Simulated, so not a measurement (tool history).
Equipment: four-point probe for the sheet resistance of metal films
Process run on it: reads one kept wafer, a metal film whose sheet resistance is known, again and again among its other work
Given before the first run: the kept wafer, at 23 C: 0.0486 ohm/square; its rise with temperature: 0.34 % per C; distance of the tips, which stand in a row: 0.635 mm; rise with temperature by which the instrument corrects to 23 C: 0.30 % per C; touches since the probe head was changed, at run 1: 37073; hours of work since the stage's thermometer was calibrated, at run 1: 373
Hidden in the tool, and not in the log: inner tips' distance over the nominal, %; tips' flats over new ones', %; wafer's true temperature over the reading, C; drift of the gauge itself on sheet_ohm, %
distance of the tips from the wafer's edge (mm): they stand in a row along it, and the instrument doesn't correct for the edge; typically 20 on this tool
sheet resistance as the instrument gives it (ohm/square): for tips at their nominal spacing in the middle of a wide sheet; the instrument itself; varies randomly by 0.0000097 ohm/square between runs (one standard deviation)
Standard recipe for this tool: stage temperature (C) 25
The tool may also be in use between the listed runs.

run	day	stage temperature (C)	distance of the tips from the wafer's edge (mm)	touches since the probe head was changed	hours of work since the stage's thermometer was calibrated	sheet resistance as the instrument gives it (ohm/square)
1	0.000	25	20	37073	373	0.048726
2	1.383	24	20	38250	390	0.048717
3	2.546	24	59	39237	405	0.048673
4	3.950	24	59	40431	422	0.048685
5	4.946	33	20	41277	435	0.048896
6	5.792	33	20	41997	445	0.048884
7	6.817	33	20	42865	458	0.048891
# day 6.942: stage's thermometer calibrated
8	7.542	19	34	43464	7	0.048605
9	8.788	34	6	44522	23	0.049171
10	10.046	28	9	45592	39	0.048904
# day 10.262: stage's thermometer calibrated, once more
11	11.075	25	46	46448	10	0.048762
12	12.588	31	74	47733	29	0.048883
13	13.629	31	74	48618	42	0.048898

3 options for the next run, each taken on its own from the tool as it stands now. Forecast them:
A	14.396	24	4	49270	51	?
B	14.396	35	48	49270	51	?
C	14.396	28	7	49270	51	?

run	sheet resistance as the instrument gives it (ohm/square)
A	0.049394
B	0.048968
C	0.049043
With the hidden condition removed and each run's random variation left untouched, the same runs would have given:
run	sheet resistance as the instrument gives it (ohm/square)
A	0.049267
B	0.048842
C	0.048916

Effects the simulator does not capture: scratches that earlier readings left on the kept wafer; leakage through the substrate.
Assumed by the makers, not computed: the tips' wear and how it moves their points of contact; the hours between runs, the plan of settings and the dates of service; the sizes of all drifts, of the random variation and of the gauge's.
